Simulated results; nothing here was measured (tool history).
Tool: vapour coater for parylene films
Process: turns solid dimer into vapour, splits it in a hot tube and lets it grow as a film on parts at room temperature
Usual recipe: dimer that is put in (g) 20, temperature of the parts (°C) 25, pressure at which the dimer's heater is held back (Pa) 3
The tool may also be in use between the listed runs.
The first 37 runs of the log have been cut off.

run,hour,dimer that is put in (g),temperature of the parts (°C),pressure at which the dimer's heater is held back (Pa),thickness of the film (µm)
38,418.8,17,27,2.18,4.61
39,428.2,33,27,2.18,8.86
40,436.5,11,19,6.45,3.11
41,445.2,9,32,6.86,2.01
42,456.6,11,32,9.19,2.38
43,472.7,12,17,3.49,3.72
44,482.4,12,17,3.49,3.7
45,496.1,16,30,8.07,3.59
46,506.5,16,30,8.07,3.62
47,521.5,16,30,8.07,3.62

3 ways to go on from here, each from the tool as it stands after run 47. What would each give?
A,535.1,31,21,2.01,?
B,535.1,20,24,3.04,?
C,535.1,12,17,8.07,?

run,thickness of the film (µm)
A,9.38
B,5.56
C,3.39
Without the tool's hidden state the same runs would have given:
run,thickness of the film (µm)
A,9.41
B,5.57
C,3.4
